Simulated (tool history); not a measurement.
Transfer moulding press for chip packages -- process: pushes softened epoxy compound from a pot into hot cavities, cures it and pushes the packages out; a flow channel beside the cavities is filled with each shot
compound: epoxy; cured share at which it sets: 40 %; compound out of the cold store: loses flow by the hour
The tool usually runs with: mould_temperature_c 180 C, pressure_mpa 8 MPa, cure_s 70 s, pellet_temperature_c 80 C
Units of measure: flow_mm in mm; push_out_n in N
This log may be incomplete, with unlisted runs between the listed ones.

run	day	mould_temperature_c	pressure_mpa	cure_s	pellet_temperature_c	incoming compound's hours out of the cold store	flow_mm	push_out_n
1	0	180	8	70	80	28.9	864	840
2	0.333	180	8	70	80	27.9	873	875
3	0.917	180	8	70	80	17.6	903	940
4	1.338	180	8	70	80	40.8	827	850
5	1.704	180	8	70	80	35.4	846	922
# day 1.962: cavities cleaned with cleaning compound and waxed
6	2.35	180	8	70	80	45.8	810	655
7	2.708	180	8	70	80	44.7	814	704
8	3.142	180	8	70	80	18.7	893	850
# day 3.554: plunger's sealing rings changed
9	3.871	180	8	70	85	42.8	838	793
10	4.125	180	8	70	85	26.8	888	877
11	4.583	180	8	70	80	37.4	855	892
12	4.933	180	8	70	80	8.1	946	983
# day 5.467: cavities cleaned with cleaning compound and waxed
13	5.475	180	8	70	80	39.7	842	536
14	5.9	180	8	70	80	39.4	847	648
15	6.158	180	8	70	80	11.2	933	759
16	6.454	180	8	70	80	15.6	919	779
17	6.846	180	8	70	80	38.3	851	816
18	7.346	180	8	70	80	28.2	871	896
19	7.967	180	6.1	90	86	46.6	714	622
20	8.271	174	7.87	90	86	12.2	943	760
21	8.692	174	7.87	90	86	23.8	900	796
# day 8.883: cavities cleaned with cleaning compound and waxed
22	9.262	182	7.87	90	77	22.4	875	447
23	9.817	182	7.87	90	85	27.2	856	515
24	10.154	180	6.43	62	74	30.6	773	1116
25	10.533	177	8	70	85	38.3	853	952
26	11.046	183	7.79	78	85	10.8	909	648
27	11.546	183	7.79	78	85	45.3	791	616

Predict each of these 5 candidate next runs independently; none follows another, all start after run 27:
A	11.988	183	7.79	57	83	43	?	?
B	11.988	183	7.79	64	85	39.8	?	?
C	11.988	183	7.79	87	75	16.8	?	?
D	11.988	172	8.39	70	74	20.9	?	?
E	11.988	180	8	61	86	13.8	?	?

run	flow_mm	push_out_n
A	801	1164
B	808	886
C	882	615
D	944	1612
E	914	1329
With the hidden condition removed and each run's random variation left untouched, the same runs would have given:
run	flow_mm	push_out_n
A	824	716
B	831	544
C	907	371
D	971	991
E	940	819

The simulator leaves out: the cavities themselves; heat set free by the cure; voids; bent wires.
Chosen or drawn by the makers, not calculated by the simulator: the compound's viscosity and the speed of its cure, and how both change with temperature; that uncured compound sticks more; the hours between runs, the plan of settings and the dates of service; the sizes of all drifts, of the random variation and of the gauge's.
